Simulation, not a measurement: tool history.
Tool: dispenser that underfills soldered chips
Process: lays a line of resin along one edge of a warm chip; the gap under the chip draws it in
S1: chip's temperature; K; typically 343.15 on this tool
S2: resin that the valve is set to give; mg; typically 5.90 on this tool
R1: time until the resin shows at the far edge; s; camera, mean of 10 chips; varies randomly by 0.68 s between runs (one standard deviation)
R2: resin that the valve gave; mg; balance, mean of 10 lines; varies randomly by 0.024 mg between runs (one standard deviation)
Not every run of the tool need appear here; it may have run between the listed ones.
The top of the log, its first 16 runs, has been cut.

run,hour,S1,S2,R1,R2
17,59.9,348.15,5.90,75.5,5.82
18,63.5,343.15,5.90,115.1,5.79
# hour 64.9: new syringe of resin
19,68.6,343.15,5.90,71.7,5.80
20,71.3,343.15,5.90,83.9,5.79
21,74.6,343.15,5.90,100.0,5.80
22,76.9,337.15,6.59,148.2,6.40
# hour 78.6: new syringe of resin
23,81.1,335.15,5.70,96.7,5.57
24,86.1,335.15,5.70,129.1,5.54
25,90.4,330.15,5.90,211.5,5.75
# hour 92.4: new syringe of resin
26,94.9,330.15,5.90,125.9,5.70
27,99.7,330.15,5.90,161.9,5.68
28,101.8,333.15,5.31,161.9,5.17
# hour 106.3: new syringe of resin
29,107.2,348.15,6.00,47.8,5.81
30,111.0,344.15,6.67,69.9,6.39
31,114.3,340.15,5.19,106.2,5.01
32,116.6,349.15,5.94,76.1,5.69
33,119.4,349.15,5.94,88.6,5.65
# hour 120.1: new syringe of resin
34,124.2,338.15,7.68,89.7,7.37
35,127.2,338.15,5.57,108.5,5.32
36,129.8,332.15,6.00,166.3,5.70

Forecast each of these 4 alternatives for the next run:
A,132.8,342.15,7.58,?,?
B,132.8,329.15,5.66,?,?
C,132.8,349.15,5.02,?,?
D,132.8,348.15,5.26,?,?

run,R1,R2
A,115.7,7.28
B,235.0,5.39
C,91.2,4.76
D,94.1,5.04
With the hidden condition removed and each run's random variation left untouched, the same runs would have given:
run,R1,R2
A,61.5,7.65
B,124.6,5.67
C,47.5,5.00
D,49.2,5.29
